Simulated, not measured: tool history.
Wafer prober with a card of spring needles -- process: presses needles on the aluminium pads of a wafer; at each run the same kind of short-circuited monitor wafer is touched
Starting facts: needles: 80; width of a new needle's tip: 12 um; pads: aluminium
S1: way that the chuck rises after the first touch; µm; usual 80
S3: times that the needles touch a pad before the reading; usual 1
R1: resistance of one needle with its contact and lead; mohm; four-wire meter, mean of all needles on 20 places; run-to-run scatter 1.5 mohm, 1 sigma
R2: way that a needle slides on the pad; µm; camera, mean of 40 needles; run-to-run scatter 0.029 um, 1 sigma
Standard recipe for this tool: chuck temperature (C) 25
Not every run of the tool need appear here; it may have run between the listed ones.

{"run": 1, "hour": 0.0, "S1": 80, "chuck temperature (C)": 25, "S3": 1, "R1": 142, "R2": 17.75}
{"run": 2, "hour": 6.0, "S1": 80, "chuck temperature (C)": 25, "S3": 1, "R1": 141, "R2": 17.64}
{"hour": 10.2, "done": "tips cleaned on abrasive film"}
{"run": 3, "hour": 10.9, "S1": 80, "chuck temperature (C)": 25, "S3": 1, "R1": 143, "R2": 17.66}
{"run": 4, "hour": 19.3, "S1": 80, "chuck temperature (C)": 25, "S3": 1, "R1": 144, "R2": 17.59}
{"run": 5, "hour": 23.9, "S1": 60, "chuck temperature (C)": 25, "S3": 1, "R1": 145, "R2": 13.14}
{"hour": 26.3, "done": "tips cleaned on abrasive film"}
{"run": 6, "hour": 31.3, "S1": 60, "chuck temperature (C)": 112, "S3": 1, "R1": 163, "R2": 13.18}
{"run": 7, "hour": 38.6, "S1": 80, "chuck temperature (C)": 25, "S3": 1, "R1": 143, "R2": 17.48}
{"hour": 42.8, "done": "tips cleaned on abrasive film"}
{"run": 8, "hour": 46.5, "S1": 80, "chuck temperature (C)": 64, "S3": 1, "R1": 149, "R2": 17.43}
{"run": 9, "hour": 52.6, "S1": 61, "chuck temperature (C)": 83, "S3": 3, "R1": 156, "R2": 13.28}
{"hour": 58.8, "done": "tips cleaned on abrasive film"}
{"run": 10, "hour": 61.2, "S1": 61, "chuck temperature (C)": 83, "S3": 3, "R1": 155, "R2": 13.27}
{"run": 11, "hour": 67.2, "S1": 88, "chuck temperature (C)": 89, "S3": 3, "R1": 153, "R2": 19.07}
{"run": 12, "hour": 73.2, "S1": 82, "chuck temperature (C)": 83, "S3": 1, "R1": 151, "R2": 17.68}
{"hour": 74.8, "done": "tips cleaned on abrasive film"}
{"run": 13, "hour": 78.0, "S1": 80, "chuck temperature (C)": 67, "S3": 2, "R1": 151, "R2": 17.36}
{"hour": 78.7, "done": "gauge calibrated"}
{"run": 14, "hour": 86.0, "S1": 80, "chuck temperature (C)": 67, "S3": 2, "R1": 149, "R2": 17.64}
{"hour": 90.6, "done": "tips cleaned on abrasive film"}
{"run": 15, "hour": 92.1, "S1": 89, "chuck temperature (C)": 26, "S3": 2, "R1": 139, "R2": 19.68}

Each row is a separate what-if for the run after 15, all from the same tool condition, not one after another. Results?
{"run": "A", "hour": 100.9, "S1": 89, "chuck temperature (C)": 26, "S3": 2, "R1": "?", "R2": "?"}
{"run": "B", "hour": 100.9, "S1": 80, "chuck temperature (C)": 51, "S3": 1, "R1": "?", "R2": "?"}
{"run": "C", "hour": 100.9, "S1": 83, "chuck temperature (C)": 99, "S3": 1, "R1": "?", "R2": "?"}
{"run": "D", "hour": 100.9, "S1": 89, "chuck temperature (C)": 26, "S3": 2, "R1": "?", "R2": "?"}

run=A R1=142 R2=19.53
run=B R1=146 R2=17.60
run=C R1=150 R2=18.29
run=D R1=138 R2=19.57
With no hidden state in the tool, these same runs would have given:
run=A R1=141 R2=19.67
run=B R1=145 R2=17.73
run=C R1=150 R2=18.42
run=D R1=138 R2=19.72
